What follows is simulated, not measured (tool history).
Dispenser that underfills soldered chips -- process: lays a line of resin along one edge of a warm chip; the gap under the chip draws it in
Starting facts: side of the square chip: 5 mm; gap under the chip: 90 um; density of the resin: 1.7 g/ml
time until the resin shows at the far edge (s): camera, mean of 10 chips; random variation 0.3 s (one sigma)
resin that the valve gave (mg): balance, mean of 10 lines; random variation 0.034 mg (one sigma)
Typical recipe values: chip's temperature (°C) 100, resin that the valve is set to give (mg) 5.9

run	day	chip's temperature (°C)	resin that the valve is set to give (mg)	time until the resin shows at the far edge (s)	resin that the valve gave (mg)
1	0	100	5.9	4.2	5.74
# day 0.233: dispensing valve cleaned and set on the balance
# day 0.312: new syringe of resin
2	0.408	112	5.9	2.2	5.89
3	0.838	112	7.5	2.9	7.48
# day 0.975: new syringe of resin
4	1.296	96	5.9	4.8	5.88
# day 1.625: new syringe of resin
5	1.667	96	5.9	3.6	5.87
6	2.108	90	5.9	7.9	5.78
# day 2.304: new syringe of resin
7	2.458	100	6.6	3.5	6.43
8	2.7	115	5.9	2.7	5.75
9	2.938	115	5.9	2.6	5.73
# day 2.975: new syringe of resin
# day 3.45: dispensing valve cleaned and set on the balance
10	3.45	100	5.9	4.3	5.92
# day 3.671: new syringe of resin
11	3.75	100	5.9	3.2	5.94
12	3.946	100	5.9	4.1	5.86
13	4.288	100	5.9	5.4	5.81
# day 4.342: new syringe of resin
14	4.692	100	5.9	4.7	5.82
15	4.892	100	5.9	5.2	5.86
# day 4.992: new syringe of resin
16	5.283	85	5.9	7.3	5.74
17	5.529	90	5.9	7.5	5.81
# day 5.671: new syringe of resin
18	5.733	90	5.9	4.7	5.77
19	6.054	90	5.9	7.1	5.71
# day 6.333: new syringe of resin
20	6.383	90	5.9	4.6	5.67
# day 6.688: dispensing valve cleaned and set on the balance
21	6.846	90	5.9	6.9	5.88
# day 7.033: new syringe of resin
22	7.204	90	5.9	5.8	5.89
23	7.546	90	6.43	7.5	6.34
# day 7.717: new syringe of resin
24	7.875	109	5.66	2.7	5.59
25	8.146	98	5.15	5.1	5.05
# day 8.396: new syringe of resin
26	8.421	98	5.15	3.5	5.02
27	8.608	90	5.15	5.7	5.04
28	8.792	99	7.15	4.4	6.97
# day 9.058: new syringe of resin
29	9.146	92	6.43	4.4	6.28
30	9.438	94	7.52	5	7.37
# day 9.733: new syringe of resin
# day 9.896: dispensing valve cleaned and set on the balance
31	9.896	94	7.52	4.2	7.47
32	10.154	103	6.61	3.6	6.56
# day 10.429: new syringe of resin
33	10.575	103	6.61	2.9	6.54
34	10.967	105	5.3	3.9	5.28
# day 11.1: new syringe of resin
35	11.333	91	7.65	5.3	7.47

Per-run results on a tool with no hidden state, each run keeping its own random variation:
Hidden state present: resin's viscosity, % of fresh resin's; dose that the valve gives, % of what is set; true chip temperature over the reading, C; drift of the gauge itself on fill_s, %; drift of the gauge itself on given_mg, %.
run	time until the resin shows at the far edge (s)	resin that the valve gave (mg)
1	2.8	5.92
2	2	5.88
3	1.7	7.51
4	3.5	5.92
5	3.4	5.94
6	4.9	5.88
7	3	6.57
8	2	5.88
9	1.2	5.88
10	2.8	5.91
11	3	5.94
12	3.3	5.88
13	3.1	5.85
14	3.6	5.89
15	3.2	5.93
16	5.4	5.84
17	4.3	5.92
18	4.5	5.9
19	5.1	5.86
20	4.5	5.84
21	4.4	5.89
22	5	5.92
23	4.6	6.39
24	2.4	5.66
25	3.4	5.12
26	3.5	5.11
27	4.6	5.15
28	3	7.13
29	4.1	6.45
30	3.4	7.58
31	3.8	7.5
32	2.5	6.6
33	2.6	6.61
34	2.3	5.36
35	4.4	7.61
